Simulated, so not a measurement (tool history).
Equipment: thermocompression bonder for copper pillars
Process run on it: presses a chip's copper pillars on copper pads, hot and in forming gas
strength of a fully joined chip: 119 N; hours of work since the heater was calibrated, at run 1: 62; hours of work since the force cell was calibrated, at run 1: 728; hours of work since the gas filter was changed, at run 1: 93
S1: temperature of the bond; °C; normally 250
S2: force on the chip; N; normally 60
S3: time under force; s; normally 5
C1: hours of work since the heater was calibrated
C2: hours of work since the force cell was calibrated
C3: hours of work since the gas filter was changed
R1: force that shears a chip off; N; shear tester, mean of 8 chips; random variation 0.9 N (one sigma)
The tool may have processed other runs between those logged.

run	hour	S1	S2	S3	C1	C2	C3	R1
1	0	250	60	5	62	728	93	72.9
2	37.5	250	60	5	77	743	108	73.1
3	93.6	250	60	5	101	767	132	74.9
4	132	250	60	5	116	783	147	72.4
5	176.6	250	60	5	135	801	166	72
6	216.7	250	60	5	152	818	183	73.7
7	268.1	250	60	5	173	839	204	70.4
8	307.8	250	60	5	190	856	221	70.4
9	339.1	240	36	4	203	869	234	34.3
10	395.4	226	36	4	226	892	257	27.6
11	422.6	278	43	11	237	903	268	84
12	456.4	278	43	11	251	917	282	84.9
13	513.8	278	43	11	275	941	306	85.1
14	562.6	271	79	5	295	961	326	96.5
15	591.2	250	54	5	307	973	338	63.3

Below are 5 alternative next runs, each starting from the tool's condition after run 15. Predict each:
A	623.1	250	63	14	320	987	351	?
B	623.1	226	60	4	320	987	351	?
C	623.1	250	56	5	320	987	351	?
D	623.1	250	74	13	320	987	351	?
E	623.1	229	54	14	320	987	351	?

run	R1
A	91.4
B	46.4
C	64.3
D	96.7
E	68.2
Without the tool's hidden state the same runs would have given:
run	R1
A	99.4
B	50.9
C	70.1
D	105.1
E	74.4
